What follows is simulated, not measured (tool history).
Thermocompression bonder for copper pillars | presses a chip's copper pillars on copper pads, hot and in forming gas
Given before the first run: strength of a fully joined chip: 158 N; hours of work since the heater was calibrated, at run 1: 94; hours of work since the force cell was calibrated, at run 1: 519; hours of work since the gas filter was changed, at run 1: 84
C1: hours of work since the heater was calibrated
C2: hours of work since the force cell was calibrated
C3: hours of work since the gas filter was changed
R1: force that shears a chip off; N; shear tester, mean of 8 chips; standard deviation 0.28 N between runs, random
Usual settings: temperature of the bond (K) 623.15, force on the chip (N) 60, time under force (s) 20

Run 1, hour 0.0: usual settings; C1 94; C2 519; C3 84. Result: R1 110.6 N.
Run 2, hour 7.7: usual settings; C1 99; C2 523; C3 88. Result: R1 110.7 N.
Run 3, hour 15.8: usual settings; C1 104; C2 528; C3 93. Result: R1 110.7 N.
Run 4, hour 21.7: usual settings; C1 107; C2 532; C3 97. Result: R1 110.4 N.
Run 5, hour 31.0: usual settings but time under force (s) 32; C1 113; C2 537; C3 102. Result: R1 123.7 N.
Run 6, hour 41.6: usual settings but time under force (s) 52; C1 119; C2 544; C3 109. Result: R1 134.3 N.
Run 7, hour 52.3: usual settings but time under force (s) 52; C1 126; C2 550; C3 115. Result: R1 134.4 N.
Run 8, hour 60.4: usual settings but force on the chip (N) 54; C1 131; C2 555; C3 120. Result: R1 104.4 N.
Run 9, hour 65.7: usual settings but force on the chip (N) 54; C1 134; C2 558; C3 123. Result: R1 104.3 N.
Run 10, hour 71.0: usual settings but temperature of the bond (K) 594.15, force on the chip (N) 54; C1 137; C2 561; C3 126. Result: R1 82.1 N.
Run 11, hour 83.6: usual settings but temperature of the bond (K) 594.15, force on the chip (N) 72; C1 144; C2 569; C3 134. Result: R1 97.9 N.
Run 12, hour 89.7: usual settings but temperature of the bond (K) 594.15, force on the chip (N) 49; C1 148; C2 573; C3 138. Result: R1 76.5 N.
Run 13, hour 96.9: usual settings but temperature of the bond (K) 594.15, force on the chip (N) 62; C1 152; C2 577; C3 142. Result: R1 89.5 N.
Run 14, hour 106.2: usual settings but temperature of the bond (K) 594.15, force on the chip (N) 62; C1 158; C2 582; C3 148. Result: R1 89.0 N.
Run 15, hour 115.6: usual settings but temperature of the bond (K) 594.15, force on the chip (N) 62; C1 164; C2 588; C3 153. Result: R1 89.0 N.
Run 16, hour 128.2: usual settings but temperature of the bond (K) 594.15, force on the chip (N) 62; C1 171; C2 596; C3 161. Result: R1 89.1 N.
Run 17, hour 137.9: usual settings but temperature of the bond (K) 594.15, force on the chip (N) 62; C1 177; C2 602; C3 167. Result: R1 89.0 N.
Run 18, hour 149.4: usual settings but force on the chip (N) 53; C1 184; C2 608; C3 173. Result: R1 102.4 N.
Run 19, hour 159.9: usual settings but force on the chip (N) 53; C1 190; C2 615; C3 180. Result: R1 102.0 N.
Run 20, hour 166.7: usual settings but temperature of the bond (K) 598.15, force on the chip (N) 80, time under force (s) 24; C1 194; C2 619; C3 184. Result: R1 111.1 N.
At hour 174.6: forming gas filter changed.
Run 21, hour 179.9: usual settings but force on the chip (N) 40, time under force (s) 18; C1 202; C2 626; C3 3. Result: R1 83.4 N.
Run 22, hour 187.5: usual settings but temperature of the bond (K) 629.15, force on the chip (N) 63, time under force (s) 27; C1 207; C2 631; C3 8. Result: R1 123.2 N.
Run 23, hour 194.7: usual settings but temperature of the bond (K) 600.15, force on the chip (N) 87, time under force (s) 35; C1 211; C2 635; C3 12. Result: R1 126.6 N.
Run 24, hour 202.2: usual settings but temperature of the bond (K) 633.15, time under force (s) 26; C1 215; C2 640; C3 17. Result: R1 122.2 N.
At hour 204.4: gauge calibrated.
Run 25, hour 208.1: usual settings but temperature of the bond (K) 595.15, force on the chip (N) 75, time under force (s) 36; C1 219; C2 643; C3 20. Result: R1 118.2 N.
Run 26, hour 220.4: usual settings but temperature of the bond (K) 651.15, force on the chip (N) 52, time under force (s) 18; C1 226; C2 651; C3 27. Result: R1 119.2 N.
Run 27, hour 230.8: usual settings but temperature of the bond (K) 604.15, force on the chip (N) 38, time under force (s) 46; C1 233; C2 657; C3 34. Result: R1 94.2 N.
Run 28, hour 240.5: usual settings but temperature of the bond (K) 646.15, force on the chip (N) 72, time under force (s) 28; C1 238; C2 663; C3 40. Result: R1 141.2 N.
Run 29, hour 248.2: usual settings but temperature of the bond (K) 612.15, force on the chip (N) 89, time under force (s) 10; C1 243; C2 667; C3 44. Result: R1 104.2 N.
Run 30, hour 261.2: usual settings but force on the chip (N) 89, time under force (s) 39; C1 251; C2 675; C3 52. Result: R1 143.1 N.
Run 31, hour 272.5: usual settings but force on the chip (N) 76, time under force (s) 23; C1 258; C2 682; C3 59. Result: R1 126.0 N.
Run 32, hour 285.1: usual settings but force on the chip (N) 76, time under force (s) 23; C1 265; C2 690; C3 66. Result: R1 126.6 N.
Run 33, hour 294.2: usual settings but force on the chip (N) 76, time under force (s) 23; C1 271; C2 695; C3 72. Result: R1 126.2 N.
At hour 307.0: force cell calibrated.
Run 34, hour 308.0: usual settings but temperature of the bond (K) 651.15, force on the chip (N) 76; C1 278; C2 1; C3 79. Result: R1 137.7 N.
Run 35, hour 317.3: usual settings but temperature of the bond (K) 651.15, force on the chip (N) 76; C1 284; C2 6; C3 85. Result: R1 137.8 N.
Run 36, hour 324.4: usual settings but temperature of the bond (K) 640.15, force on the chip (N) 61, time under force (s) 22; C1 288; C2 10; C3 89. Result: R1 123.9 N.
Run 37, hour 332.1: usual settings but force on the chip (N) 50, time under force (s) 10; C1 292; C2 15; C3 94. Result: R1 80.1 N.

Pick out some run-to-run changes in R1. Of each, how much would a tool without hidden state show as well, from the settings, what came in and chance, and how much is left for the hidden state and any gauge scatter not in both results compared?
Unlogged tool condition in this case: true temperature of the bond over the reading, C; force that reaches the chip, % of what is set; oxide that the forming gas leaves, % of the face; drift of the gauge itself on shear_n, %.
Run 20 -> 21: temperature of the bond (K) 598.15 -> 623.15, force on the chip (N) 80 -> 40, time under force (s) 24 -> 18, forming gas filter changed. R1 -27.7 N: hidden state +0.6, all else -28.3.
Run 21 -> 22: temperature of the bond (K) 623.15 -> 629.15, force on the chip (N) 40 -> 63, time under force (s) 18 -> 27. R1 +39.8 N: hidden state -1.0, all else +40.8.
Run 24 -> 25: temperature of the bond (K) 633.15 -> 595.15, force on the chip (N) 60 -> 75, time under force (s) 26 -> 36, gauge calibrated. R1 -4.0 N: hidden state +2.8, all else -6.8.
Run 27 -> 28: temperature of the bond (K) 604.15 -> 646.15, force on the chip (N) 38 -> 72, time under force (s) 46 -> 28. R1 +47.0 N: hidden state -0.4, all else +47.4.
Run 36 -> 37: temperature of the bond (K) 640.15 -> 623.15, force on the chip (N) 61 -> 50, time under force (s) 22 -> 10. R1 -43.8 N: hidden state +0.6, all else -44.4.
